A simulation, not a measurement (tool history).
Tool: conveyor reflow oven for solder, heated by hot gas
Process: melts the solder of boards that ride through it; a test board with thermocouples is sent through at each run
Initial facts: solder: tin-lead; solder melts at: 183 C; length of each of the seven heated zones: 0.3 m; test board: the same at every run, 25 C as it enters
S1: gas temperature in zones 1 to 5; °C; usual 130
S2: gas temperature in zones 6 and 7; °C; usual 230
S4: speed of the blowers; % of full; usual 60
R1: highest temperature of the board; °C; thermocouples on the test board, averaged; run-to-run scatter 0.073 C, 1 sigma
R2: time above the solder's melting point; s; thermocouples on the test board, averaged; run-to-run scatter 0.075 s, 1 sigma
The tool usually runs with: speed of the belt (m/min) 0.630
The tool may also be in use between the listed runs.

{"run": 1, "hour": 0.0, "S1": 130, "S2": 230, "speed of the belt (m/min)": 0.63, "S4": 60, "R1": 208.85, "R2": 34.65}
{"run": 2, "hour": 46.4, "S1": 130, "S2": 230, "speed of the belt (m/min)": 0.63, "S4": 60, "R1": 208.8, "R2": 34.62}
{"run": 3, "hour": 74.3, "S1": 130, "S2": 230, "speed of the belt (m/min)": 0.63, "S4": 60, "R1": 208.73, "R2": 34.41}
{"run": 4, "hour": 101.4, "S1": 130, "S2": 230, "speed of the belt (m/min)": 0.63, "S4": 60, "R1": 208.58, "R2": 34.42}
{"hour": 109.5, "done": "belt drive overhauled, speed set with a stopwatch"}
{"run": 5, "hour": 137.9, "S1": 130, "S2": 230, "speed of the belt (m/min)": 0.63, "S4": 62, "R1": 209.3, "R2": 35.2}
{"run": 6, "hour": 184.2, "S1": 130, "S2": 230, "speed of the belt (m/min)": 0.63, "S4": 62, "R1": 209.22, "R2": 35.08}
{"run": 7, "hour": 225.5, "S1": 117, "S2": 230, "speed of the belt (m/min)": 0.636, "S4": 62, "R1": 205.73, "R2": 29.19}

Run 8 comes next. What will it give?
{"hour": 251.3, "done": "belt drive overhauled, speed set with a stopwatch, once more"}
{"run": 8, "hour": 289.8, "S1": 130, "S2": 230, "speed of the belt (m/min)": 0.63, "S4": 80, "R1": "?", "R2": "?"}

{"run 8": {"R1": 212.75, "R2": 38.14}}
Take away the tool's hidden state, keep the run-to-run variation as it was, and the same run would have given R1 213.62 °C, R2 38.89 s.

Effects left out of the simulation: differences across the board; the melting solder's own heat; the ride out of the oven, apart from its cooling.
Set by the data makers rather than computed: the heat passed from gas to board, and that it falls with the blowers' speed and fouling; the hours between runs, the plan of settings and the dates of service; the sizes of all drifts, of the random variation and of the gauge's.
